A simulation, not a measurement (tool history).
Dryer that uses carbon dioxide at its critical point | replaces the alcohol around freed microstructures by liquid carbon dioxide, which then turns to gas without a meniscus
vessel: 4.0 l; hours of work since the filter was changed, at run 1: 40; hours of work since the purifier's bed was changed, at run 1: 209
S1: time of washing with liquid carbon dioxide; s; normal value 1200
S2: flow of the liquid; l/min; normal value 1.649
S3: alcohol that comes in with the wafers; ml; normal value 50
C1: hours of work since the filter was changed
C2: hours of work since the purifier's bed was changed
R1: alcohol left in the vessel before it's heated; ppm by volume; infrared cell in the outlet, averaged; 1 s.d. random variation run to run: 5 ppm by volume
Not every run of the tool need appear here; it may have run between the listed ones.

| run | day | S1 | S2 | S3 | C1 | C2 | R1 |
|---|---|---|---|---|---|---|---|
| 1 | 0 | 1200 | 1.649 | 50 | 40 | 209 | 46 |
| 2 | 1.1 | 1200 | 2.14 | 50 | 56 | 224 | 50 |
| 3 | 2.538 | 1200 | 2.14 | 50 | 76 | 245 | 46 |
| 4 | 3.571 | 1200 | 2.14 | 50 | 90 | 259 | 54 |
| 5 | 4.967 | 1200 | 1.649 | 70 | 110 | 279 | 65 |
| 6 | 5.821 | 1200 | 1.649 | 70 | 122 | 291 | 72 |
| 7 | 6.6 | 1200 | 1.649 | 48 | 133 | 302 | 66 |
| 8 | 7.625 | 1200 | 1.649 | 48 | 148 | 316 | 77 |
| 9 | 9.125 | 1200 | 1.649 | 48 | 169 | 338 | 66 |
| 10 | 9.742 | 1200 | 2.23 | 48 | 178 | 346 | 59 |
| 11 | 11.221 | 1200 | 2.23 | 48 | 199 | 367 | 57 |
| 12 | 12.667 | 1200 | 2.23 | 48 | 219 | 388 | 62 |
| 13 | 14.15 | 1200 | 2.23 | 48 | 240 | 409 | 72 |
|  | 15.221 | inlet filter changed |
| 14 | 15.458 | 1200 | 2.23 | 48 | 3 | 427 | 69 |
| 15 | 16.808 | 1020 | 2.27 | 48 | 22 | 446 | 75 |
| 16 | 18.1 | 900 | 2.04 | 28 | 41 | 464 | 89 |
| 17 | 18.904 | 1320 | 1.649 | 90 | 52 | 475 | 85 |
| 18 | 19.788 | 1320 | 1.649 | 90 | 65 | 488 | 96 |
| 19 | 20.621 | 1320 | 1.649 | 90 | 76 | 499 | 102 |
| 20 | 21.967 | 1260 | 1.4 | 44 | 95 | 518 | 103 |
| 21 | 22.612 | 1800 | 1.76 | 109 | 104 | 528 | 91 |
| 22 | 23.546 | 1800 | 1.94 | 39 | 118 | 541 | 93 |
| 23 | 24.246 | 1800 | 1.94 | 39 | 128 | 551 | 88 |
| 24 | 25.725 | 1200 | 2.48 | 37 | 148 | 572 | 100 |
| 25 | 26.842 | 1200 | 2.48 | 37 | 164 | 587 | 99 |
| 26 | 28.058 | 1380 | 1.34 | 36 | 181 | 605 | 123 |
| 27 | 29.462 | 1140 | 1.649 | 88 | 201 | 624 | 137 |

3 ways to go on from here, each from the tool as it stands after run 27. What would each give?
| A | 30.7 | 1140 | 2.6 | 36 | 219 | 642 | ? |
| B | 30.7 | 1680 | 2.22 | 88 | 219 | 642 | ? |
| C | 30.7 | 1140 | 1.649 | 36 | 219 | 642 | ? |

| run | R1 |
|---|---|
| A | 111 |
| B | 106 |
| C | 128 |
Without the tool's hidden state the same runs would have given:
| run | R1 |
|---|---|
| A | 6 |
| B | 0 |
| C | 15 |
